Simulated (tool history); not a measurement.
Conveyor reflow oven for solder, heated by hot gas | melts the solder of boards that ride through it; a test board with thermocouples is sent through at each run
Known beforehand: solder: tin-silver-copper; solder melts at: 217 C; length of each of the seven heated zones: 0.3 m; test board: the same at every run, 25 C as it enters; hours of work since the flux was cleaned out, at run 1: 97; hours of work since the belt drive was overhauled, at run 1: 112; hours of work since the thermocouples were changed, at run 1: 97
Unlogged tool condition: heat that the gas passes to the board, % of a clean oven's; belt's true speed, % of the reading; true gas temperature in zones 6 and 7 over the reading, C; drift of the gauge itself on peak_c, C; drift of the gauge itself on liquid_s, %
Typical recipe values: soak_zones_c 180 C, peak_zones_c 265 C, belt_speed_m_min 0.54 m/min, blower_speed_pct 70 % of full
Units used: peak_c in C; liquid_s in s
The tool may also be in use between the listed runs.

run,day,soak_zones_c,peak_zones_c,belt_speed_m_min,blower_speed_pct,hours of work since the flux was cleaned out,hours of work since the belt drive was overhauled,hours of work since the thermocouples were changed,peak_c,liquid_s
1,0,180,265,0.54,70,97,112,97,250.26,50.41
2,0.275,180,265,0.54,70,100,115,100,250.13,50.39
3,0.75,180,265,0.54,70,105,119,105,250.22,50.41
4,1.279,180,266,0.54,70,110,125,110,250.87,50.92
5,1.546,180,265,0.54,70,113,127,113,250.13,50.47
6,1.896,178,265,0.54,70,116,131,116,249.72,49.38
7,2.125,180,278,0.609,74,119,133,119,257.92,48.15
8,2.662,194,265,0.54,76,124,139,124,253.4,58.05
9,3.204,173,256,0.552,81,129,144,129,241.97,41.33
10,3.579,173,256,0.552,81,133,148,133,241.87,41.38
11,4.046,187,261,0.54,70,138,152,138,247.78,51.53

Pick out some run-to-run changes in peak_c. Of each, how much would a tool without hidden state show as well, from the settings, what came in and chance, and how much is left for the hidden state and any gauge scatter not in both results compared?
Run 7 -> 8: soak_zones_c 180 -> 194, peak_zones_c 278 -> 265, belt_speed_m_min 0.609 -> 0.54, blower_speed_pct 74 -> 76. peak_c -4.52 C: hidden state +0.47, all else -4.99.
Run 8 -> 9: soak_zones_c 194 -> 173, peak_zones_c 265 -> 256, belt_speed_m_min 0.54 -> 0.552, blower_speed_pct 76 -> 81. peak_c -11.43 C: hidden state -0.26, all else -11.17.
